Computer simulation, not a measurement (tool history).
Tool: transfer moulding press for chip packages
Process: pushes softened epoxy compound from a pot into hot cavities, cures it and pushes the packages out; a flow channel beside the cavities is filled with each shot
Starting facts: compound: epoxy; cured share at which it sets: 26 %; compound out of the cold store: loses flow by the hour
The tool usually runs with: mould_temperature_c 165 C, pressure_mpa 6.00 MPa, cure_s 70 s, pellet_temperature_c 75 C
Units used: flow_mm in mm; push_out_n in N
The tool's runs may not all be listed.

run,hour,mould_temperature_c,pressure_mpa,cure_s,pellet_temperature_c,incoming compound's hours out of the cold store,flow_mm,push_out_n
1,0.0,165,6.00,70,75,10.1,794,695
# hour 14.2: plunger's sealing rings changed
2,49.7,165,6.00,70,75,22.0,776,1256
# hour 60.8: cavities cleaned with cleaning compound and waxed
3,87.6,165,6.00,108,75,46.3,679,636
# hour 119.4: cavities cleaned with cleaning compound and waxed
4,147.3,165,6.00,108,75,21.7,768,659
# hour 178.2: cavities cleaned with cleaning compound and waxed
5,200.9,165,6.00,108,75,25.1,746,585
# hour 234.4: cavities cleaned with cleaning compound and waxed
6,254.0,165,6.00,108,75,24.4,741,559
# hour 290.6: cavities cleaned with cleaning compound and waxed
7,294.2,165,6.00,108,75,39.2,682,428
# hour 315.4: plunger's sealing rings changed
8,346.1,163,6.00,70,75,30.9,739,1497
# hour 350.9: cavities cleaned with cleaning compound and waxed
# hour 409.3: cavities cleaned with cleaning compound and waxed
9,411.7,163,6.00,70,75,38.6,708,842
10,447.7,163,5.00,70,75,16.1,719,1460
# hour 465.0: cavities cleaned with cleaning compound and waxed
11,477.2,163,5.00,70,75,8.9,746,1077
# hour 520.9: cavities cleaned with cleaning compound and waxed
12,529.0,163,5.00,70,75,13.4,721,1017
13,572.8,162,5.00,70,75,32.4,651,1544
# hour 580.5: cavities cleaned with cleaning compound and waxed
14,606.2,162,5.00,70,75,18.2,698,1413
# hour 614.3: mould's thermocouples calibrated
# hour 616.8: plunger's sealing rings changed
# hour 643.1: cavities cleaned with cleaning compound and waxed
15,655.3,162,5.00,70,75,42.2,643,1121
# hour 701.2: cavities cleaned with cleaning compound and waxed
16,715.6,165,5.87,50,69,28.4,734,2308
# hour 757.8: cavities cleaned with cleaning compound and waxed
17,764.9,165,5.87,100,69,18.2,766,498
18,796.4,172,5.93,58,74,9.8,791,1374
# hour 815.6: cavities cleaned with cleaning compound and waxed
19,838.6,165,6.00,67,82,20.1,759,1211
# hour 871.1: cavities cleaned with cleaning compound and waxed
20,895.5,165,6.00,67,82,31.7,707,1148
# hour 916.3: mould's thermocouples calibrated, once more
# hour 918.8: plunger's sealing rings changed
# hour 931.9: cavities cleaned with cleaning compound and waxed
21,955.6,165,6.00,67,82,34.5,722,1046
# hour 988.0: cavities cleaned with cleaning compound and waxed
22,1012.3,161,4.90,70,75,47.9,610,1174
# hour 1045.9: cavities cleaned with cleaning compound and waxed
23,1047.7,166,6.80,91,75,22.3,811,418
24,1096.1,166,6.80,91,75,26.0,789,755
# hour 1102.9: cavities cleaned with cleaning compound and waxed
25,1130.2,165,6.00,70,75,31.2,719,995
# hour 1159.0: cavities cleaned with cleaning compound and waxed
26,1161.4,165,6.00,70,75,9.0,802,708

Measured less the same run without the tool's hidden state. The same run-to-run variation is in both; the gauge's scatter may not be:
Hidden conditions of the tool in this case: true mould temperature over the reading, C; pressure that reaches the compound, % of what is set; grip of the stained cavities, % over clean ones'; drift of the gauge itself on flow_mm, %; drift of the gauge itself on push_out_n, %.
run,flow_mm,push_out_n
1,-36,+24
2,-4,+592
3,-8,+248
4,-15,+260
5,-21,+192
6,-27,+176
7,-29,+43
8,-5,+758
9,-11,+107
10,-15,+672
11,-20,+301
12,-25,+251
13,-27,+781
14,-32,+580
15,-3,+339
16,-12,+770
17,-18,+102
18,-23,+652
19,-27,+499
20,-32,+474
21,-5,+369
22,-8,+411
23,-16,+20
24,-22,+356
25,-24,+367
26,-30,+41
